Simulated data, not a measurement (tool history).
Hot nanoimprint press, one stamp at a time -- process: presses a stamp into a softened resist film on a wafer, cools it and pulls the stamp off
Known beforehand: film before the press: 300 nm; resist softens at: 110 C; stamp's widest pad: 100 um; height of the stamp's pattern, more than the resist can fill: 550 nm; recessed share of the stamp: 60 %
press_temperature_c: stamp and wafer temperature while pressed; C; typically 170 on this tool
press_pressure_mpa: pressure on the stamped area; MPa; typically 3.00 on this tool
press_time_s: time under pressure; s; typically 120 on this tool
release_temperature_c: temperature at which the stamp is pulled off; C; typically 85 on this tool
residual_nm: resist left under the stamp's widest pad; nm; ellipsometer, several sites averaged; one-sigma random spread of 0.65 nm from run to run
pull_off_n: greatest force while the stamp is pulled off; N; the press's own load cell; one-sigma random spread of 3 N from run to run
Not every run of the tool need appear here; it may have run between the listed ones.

Run 1, hour 0.0: usual settings. Result: residual_nm 116.1 nm, pull_off_n 143 N.
Run 2, hour 4.3: usual settings but press_time_s 74 s. Result: residual_nm 139.9 nm, pull_off_n 149 N.
At hour 14.5: stamp cleaned and given a new release coat.
Run 3, hour 19.2: usual settings but press_time_s 74 s. Result: residual_nm 139.0 nm, pull_off_n 148 N.
Run 4, hour 27.6: usual settings but press_time_s 74 s. Result: residual_nm 140.3 nm, pull_off_n 142 N.
Run 5, hour 34.7: usual settings but press_time_s 74 s. Result: residual_nm 139.4 nm, pull_off_n 143 N.
Run 6, hour 40.3: usual settings but press_time_s 74 s. Result: residual_nm 139.8 nm, pull_off_n 144 N.
Run 7, hour 46.4: usual settings but press_time_s 74 s. Result: residual_nm 139.5 nm, pull_off_n 137 N.
Run 8, hour 53.8: usual settings but press_time_s 74 s. Result: residual_nm 140.5 nm, pull_off_n 142 N.
Run 9, hour 61.4: usual settings but press_time_s 74 s. Result: residual_nm 138.7 nm, pull_off_n 140 N.
Run 10, hour 69.1: usual settings. Result: residual_nm 116.4 nm, pull_off_n 143 N.
Run 11, hour 76.6: usual settings. Result: residual_nm 117.0 nm, pull_off_n 143 N.
Run 12, hour 84.5: usual settings. Result: residual_nm 117.1 nm, pull_off_n 145 N.
Run 13, hour 89.5: usual settings. Result: residual_nm 116.3 nm, pull_off_n 143 N.
Run 14, hour 94.8: usual settings but press_temperature_c 171 C, press_pressure_mpa 4.46 MPa, press_time_s 67 s, release_temperature_c 75 C. Result: residual_nm 114.2 nm, pull_off_n 172 N.
Run 15, hour 103.7: usual settings but press_temperature_c 171 C, press_pressure_mpa 4.46 MPa, press_time_s 67 s, release_temperature_c 75 C. Result: residual_nm 113.9 nm, pull_off_n 166 N.
Run 16, hour 112.8: usual settings but press_temperature_c 165 C. Result: residual_nm 160.7 nm, pull_off_n 142 N.
Run 17, hour 118.7: usual settings but press_temperature_c 174 C, press_pressure_mpa 2.67 MPa, press_time_s 76 s, release_temperature_c 87 C. Result: residual_nm 112.5 nm, pull_off_n 136 N.
Run 18, hour 127.7: usual settings but press_temperature_c 174 C, press_pressure_mpa 2.67 MPa, press_time_s 76 s, release_temperature_c 87 C. Result: residual_nm 113.1 nm, pull_off_n 135 N.
Run 19, hour 134.9: usual settings but press_temperature_c 174 C, press_pressure_mpa 2.67 MPa, press_time_s 76 s, release_temperature_c 87 C. Result: residual_nm 114.0 nm, pull_off_n 132 N.
Run 20, hour 141.1: usual settings but press_temperature_c 174 C, press_pressure_mpa 2.67 MPa, press_time_s 76 s, release_temperature_c 87 C. Result: residual_nm 113.7 nm, pull_off_n 140 N.
Run 21, hour 149.9: usual settings but press_temperature_c 174 C, press_pressure_mpa 2.67 MPa, press_time_s 76 s, release_temperature_c 87 C. Result: residual_nm 112.8 nm, pull_off_n 141 N.
Run 22, hour 157.2: usual settings but press_temperature_c 174 C, press_pressure_mpa 1.82 MPa, press_time_s 111 s, release_temperature_c 87 C. Result: residual_nm 117.2 nm, pull_off_n 140 N.
Run 23, hour 163.3: usual settings but press_temperature_c 174 C, press_pressure_mpa 1.82 MPa, press_time_s 103 s, release_temperature_c 81 C. Result: residual_nm 120.4 nm, pull_off_n 149 N.

Branching from run 23: 4 alternative next runs. What would each branch give?
Run A, hour 168.5: usual settings but press_temperature_c 172 C, press_pressure_mpa 2.45 MPa, press_time_s 82 s, release_temperature_c 81 C. Result: residual_nm ?, pull_off_n ?.
Run B, hour 168.5: usual settings but press_temperature_c 174 C. Result: residual_nm ?, pull_off_n ?.
Run C, hour 168.5: usual settings but press_pressure_mpa 3.37 MPa. Result: residual_nm ?, pull_off_n ?.
Run D, hour 168.5: usual settings but press_temperature_c 174 C, press_pressure_mpa 4.02 MPa, press_time_s 103 s, release_temperature_c 81 C. Result: residual_nm ?, pull_off_n ?.

run  residual_nm  pull_off_n
  A        130.4         154
  B         88.7         136
  C        110.0         144
  D         81.0         154
Take away the tool's hidden state, keep each run's random variation, and the runs would have read:
run  residual_nm  pull_off_n
  A        130.9         154
  B         89.1         135
  C        110.5         143
  D         81.4         153
